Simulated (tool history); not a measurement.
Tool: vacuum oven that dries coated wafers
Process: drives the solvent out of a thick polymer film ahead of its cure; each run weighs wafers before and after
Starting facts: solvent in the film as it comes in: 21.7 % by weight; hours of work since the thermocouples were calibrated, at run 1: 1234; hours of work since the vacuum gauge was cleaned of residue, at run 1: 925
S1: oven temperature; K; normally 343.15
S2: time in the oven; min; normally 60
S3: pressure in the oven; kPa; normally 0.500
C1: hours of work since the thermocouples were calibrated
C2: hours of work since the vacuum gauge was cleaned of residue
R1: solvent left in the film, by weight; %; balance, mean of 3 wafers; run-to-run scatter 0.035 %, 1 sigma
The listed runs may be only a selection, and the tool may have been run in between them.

Run 1, hour 0.0: usual settings; C1 1234; C2 925. Result: R1 2.88 %.
Run 2, hour 60.1: usual settings; C1 1260; C2 951. Result: R1 2.88 %.
Run 3, hour 106.2: usual settings but S2 76 min; C1 1279; C2 971. Result: R1 1.79 %.
Run 4, hour 137.1: usual settings but S3 0.270 kPa; C1 1293; C2 984. Result: R1 2.76 %.
Run 5, hour 173.9: usual settings; C1 1309; C2 1000. Result: R1 2.77 %.
Run 6, hour 214.3: usual settings but S1 344.15 K; C1 1326; C2 1017. Result: R1 2.54 %.
Run 7, hour 281.1: usual settings but S1 344.15 K; C1 1355; C2 1046. Result: R1 2.49 %.
Run 8, hour 310.1: usual settings but S1 344.15 K; C1 1367; C2 1058. Result: R1 2.52 %.
Run 9, hour 366.5: usual settings but S2 46 min; C1 1391; C2 1082. Result: R1 4.18 %.
Run 10, hour 411.8: usual settings; C1 1411; C2 1102. Result: R1 2.75 %.
Run 11, hour 469.6: usual settings but S1 329.15 K; C1 1436; C2 1127. Result: R1 7.18 %.
Run 12, hour 523.0: usual settings but S1 329.15 K; C1 1459; C2 1150. Result: R1 7.20 %.
Run 13, hour 563.5: usual settings; C1 1476; C2 1167. Result: R1 2.78 %.
At hour 574.5: oven's thermocouples calibrated.
Run 14, hour 616.5: usual settings; C1 18; C2 1189. Result: R1 3.22 %.
Run 15, hour 665.8: usual settings but S3 1.752 kPa; C1 39; C2 1210. Result: R1 3.64 %.
At hour 671.8: vacuum gauge cleaned of residue and calibrated.
Run 16, hour 721.4: usual settings but S1 344.15 K, S3 0.692 kPa; C1 62; C2 21. Result: R1 2.98 %.
Run 17, hour 775.4: usual settings but S1 336.15 K, S2 35 min, S3 0.319 kPa; C1 86; C2 45. Result: R1 8.73 %.
Run 18, hour 837.0: usual settings but S1 342.15 K, S2 82 min, S3 0.347 kPa; C1 112; C2 71. Result: R1 1.93 %.
At hour 847.1: vacuum gauge cleaned of residue and calibrated, once more.
Run 19, hour 884.2: usual settings but S1 336.15 K; C1 132; C2 16. Result: R1 5.26 %.
Run 20, hour 914.2: usual settings but S1 336.15 K; C1 145; C2 29. Result: R1 5.18 %.
Run 21, hour 963.4: usual settings but S1 352.15 K, S2 45 min; C1 166; C2 50. Result: R1 2.28 %.
Run 22, hour 1000.5: usual settings but S1 333.15 K, S2 45 min; C1 182; C2 66. Result: R1 8.06 %.
Run 23, hour 1063.1: usual settings but S2 65 min, S3 0.468 kPa; C1 209; C2 93. Result: R1 2.60 %.
Run 24, hour 1126.4: usual settings but S1 346.15 K, S2 61 min, S3 0.946 kPa; C1 236; C2 120. Result: R1 2.40 %.
Run 25, hour 1155.0: usual settings but S1 346.15 K, S2 61 min, S3 0.946 kPa; C1 248; C2 132. Result: R1 2.35 %.
Run 26, hour 1204.1: usual settings but S1 346.15 K, S2 61 min, S3 0.946 kPa; C1 269; C2 153. Result: R1 2.33 %.

Difference, measured minus no-hidden-state, one row per run. Run-to-run variation is common to both terms; the gauge's own scatter need not be:
The tool's hidden condition here consists of: true wafer temperature over the reading, C; true pressure over the reading, kPa; drift of the gauge itself on solvent_pct, %.
run     R1
  1  -0.19
  2  -0.20
  3  -0.15
  4  -0.21
  5  -0.20
  6  -0.20
  7  -0.21
  8  -0.21
  9  -0.29
 10  -0.25
 11  -0.34
 12  -0.34
 13  -0.26
 14  +0.18
 15  +0.18
 16  +0.18
 17  +0.21
 18  +0.17
 19  +0.10
 20  +0.09
 21  +0.06
 22  +0.09
 23  +0.06
 24  +0.05
 25  +0.04
 26  +0.04
